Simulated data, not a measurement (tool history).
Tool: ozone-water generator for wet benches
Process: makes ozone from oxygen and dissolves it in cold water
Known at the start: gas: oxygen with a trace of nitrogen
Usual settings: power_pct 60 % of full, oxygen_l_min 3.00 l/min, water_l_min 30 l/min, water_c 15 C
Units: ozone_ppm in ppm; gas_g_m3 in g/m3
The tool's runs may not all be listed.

run 1 hour=0.0 | power_pct=60 oxygen_l_min=3.00 water_l_min=30 water_c=15 | ozone_ppm=7.9 gas_g_m3=136.2
run 2 hour=72.9 | power_pct=60 oxygen_l_min=3.00 water_l_min=30 water_c=15 | ozone_ppm=7.9 gas_g_m3=137.7
run 3 hour=156.5 | power_pct=89 oxygen_l_min=3.00 water_l_min=30 water_c=15 | ozone_ppm=10.9 gas_g_m3=187.3
run 4 hour=244.2 | power_pct=89 oxygen_l_min=3.00 water_l_min=30 water_c=15 | ozone_ppm=10.7 gas_g_m3=184.7
run 5 hour=302.1 | power_pct=89 oxygen_l_min=4.16 water_l_min=30 water_c=15 | ozone_ppm=12.2 gas_g_m3=167.3
run 6 hour=368.6 | power_pct=89 oxygen_l_min=4.16 water_l_min=30 water_c=15 | ozone_ppm=12.3 gas_g_m3=167.7
run 7 hour=410.1 | power_pct=89 oxygen_l_min=4.16 water_l_min=30 water_c=15 | ozone_ppm=12.4 gas_g_m3=166.4
run 8 hour=470.3 | power_pct=89 oxygen_l_min=4.16 water_l_min=30 water_c=15 | ozone_ppm=12.2 gas_g_m3=165.9
run 9 hour=544.5 | power_pct=60 oxygen_l_min=3.00 water_l_min=30 water_c=15 | ozone_ppm=7.8 gas_g_m3=136.3
run 10 hour=591.1 | power_pct=60 oxygen_l_min=3.00 water_l_min=30 water_c=15 | ozone_ppm=7.9 gas_g_m3=135.2
run 11 hour=631.0 | power_pct=60 oxygen_l_min=3.00 water_l_min=30 water_c=15 | ozone_ppm=7.8 gas_g_m3=136.7
run 12 hour=670.9 | power_pct=60 oxygen_l_min=3.00 water_l_min=32 water_c=15 | ozone_ppm=7.3 gas_g_m3=136.5
run 13 hour=722.8 | power_pct=60 oxygen_l_min=3.00 water_l_min=32 water_c=15 | ozone_ppm=7.3 gas_g_m3=135.2
-- hour=731.6 water thermometer calibrated
run 14 hour=763.5 | power_pct=60 oxygen_l_min=3.00 water_l_min=32 water_c=15 | ozone_ppm=7.3 gas_g_m3=136.0
-- hour=812.1 contactor cleaned
run 15 hour=815.8 | power_pct=60 oxygen_l_min=3.00 water_l_min=32 water_c=15 | ozone_ppm=7.4 gas_g_m3=135.1
run 16 hour=855.3 | power_pct=60 oxygen_l_min=3.00 water_l_min=30 water_c=15 | ozone_ppm=7.9 gas_g_m3=137.0
run 17 hour=913.3 | power_pct=65 oxygen_l_min=1.64 water_l_min=30 water_c=15 | ozone_ppm=6.5 gas_g_m3=177.0
run 18 hour=1002.2 | power_pct=65 oxygen_l_min=1.64 water_l_min=30 water_c=15 | ozone_ppm=6.4 gas_g_m3=176.5
-- hour=1081.0 water thermometer calibrated, once more
run 19 hour=1088.1 | power_pct=65 oxygen_l_min=1.64 water_l_min=30 water_c=15 | ozone_ppm=6.2 gas_g_m3=177.4
run 20 hour=1140.1 | power_pct=60 oxygen_l_min=3.00 water_l_min=25 water_c=15 | ozone_ppm=9.4 gas_g_m3=134.6
run 21 hour=1178.0 | power_pct=60 oxygen_l_min=3.00 water_l_min=39 water_c=8 | ozone_ppm=6.3 gas_g_m3=135.3
run 22 hour=1248.4 | power_pct=86 oxygen_l_min=3.68 water_l_min=42 water_c=10 | ozone_ppm=8.5 gas_g_m3=166.2
run 23 hour=1310.2 | power_pct=87 oxygen_l_min=3.45 water_l_min=30 water_c=14 | ozone_ppm=11.2 gas_g_m3=172.3
run 24 hour=1378.1 | power_pct=43 oxygen_l_min=4.17 water_l_min=30 water_c=11 | ozone_ppm=7.3 gas_g_m3=93.7
run 25 hour=1425.6 | power_pct=60 oxygen_l_min=3.00 water_l_min=30 water_c=8 | ozone_ppm=8.2 gas_g_m3=134.2
run 26 hour=1483.9 | power_pct=60 oxygen_l_min=3.00 water_l_min=30 water_c=13 | ozone_ppm=8.2 gas_g_m3=132.7
run 27 hour=1522.3 | power_pct=60 oxygen_l_min=3.00 water_l_min=30 water_c=13 | ozone_ppm=8.1 gas_g_m3=134.9
run 28 hour=1582.9 | power_pct=70 oxygen_l_min=3.01 water_l_min=30 water_c=13 | ozone_ppm=9.1 gas_g_m3=151.0
run 29 hour=1640.7 | power_pct=66 oxygen_l_min=3.01 water_l_min=21 water_c=9 | ozone_ppm=12.4 gas_g_m3=146.8
run 30 hour=1700.0 | power_pct=72 oxygen_l_min=3.44 water_l_min=30 water_c=15 | ozone_ppm=9.8 gas_g_m3=147.4
run 31 hour=1756.2 | power_pct=72 oxygen_l_min=1.87 water_l_min=34 water_c=15 | ozone_ppm=6.3 gas_g_m3=180.5
run 32 hour=1805.2 | power_pct=72 oxygen_l_min=1.87 water_l_min=34 water_c=15 | ozone_ppm=6.3 gas_g_m3=179.7

The same runs without the tool's hidden state, with the same run-to-run variation:
The hidden state here: yield of the discharge, % of new electrodes'; contactor's efficiency, % of a clean one's; true water temperature over the reading, C; drift of the gauge itself on ozone_ppm, %; drift of the gauge itself on gas_g_m3, %.
run=1 ozone_ppm=8.5 gas_g_m3=143.3
run=2 ozone_ppm=8.5 gas_g_m3=145.0
run=3 ozone_ppm=12.0 gas_g_m3=201.2
run=4 ozone_ppm=11.8 gas_g_m3=198.7
run=5 ozone_ppm=13.5 gas_g_m3=180.2
run=6 ozone_ppm=13.6 gas_g_m3=180.9
run=7 ozone_ppm=13.7 gas_g_m3=179.6
run=8 ozone_ppm=13.6 gas_g_m3=179.3
run=9 ozone_ppm=8.5 gas_g_m3=144.4
run=10 ozone_ppm=8.6 gas_g_m3=143.5
run=11 ozone_ppm=8.5 gas_g_m3=145.1
run=12 ozone_ppm=8.0 gas_g_m3=144.9
run=13 ozone_ppm=8.0 gas_g_m3=143.7
run=14 ozone_ppm=8.0 gas_g_m3=144.6
run=15 ozone_ppm=7.9 gas_g_m3=143.8
run=16 ozone_ppm=8.5 gas_g_m3=145.9
run=17 ozone_ppm=7.0 gas_g_m3=189.5
run=18 ozone_ppm=6.9 gas_g_m3=189.2
run=19 ozone_ppm=6.7 gas_g_m3=190.3
run=20 ozone_ppm=10.1 gas_g_m3=143.9
run=21 ozone_ppm=6.8 gas_g_m3=144.7
run=22 ozone_ppm=9.3 gas_g_m3=182.0
run=23 ozone_ppm=12.4 gas_g_m3=189.0
run=24 ozone_ppm=7.7 gas_g_m3=98.5
run=25 ozone_ppm=8.9 gas_g_m3=144.2
run=26 ozone_ppm=8.8 gas_g_m3=142.7
run=27 ozone_ppm=8.8 gas_g_m3=145.1
run=28 ozone_ppm=10.0 gas_g_m3=164.1
run=29 ozone_ppm=13.5 gas_g_m3=159.1
run=30 ozone_ppm=10.8 gas_g_m3=160.8
run=31 ozone_ppm=7.0 gas_g_m3=197.3
run=32 ozone_ppm=6.9 gas_g_m3=196.6
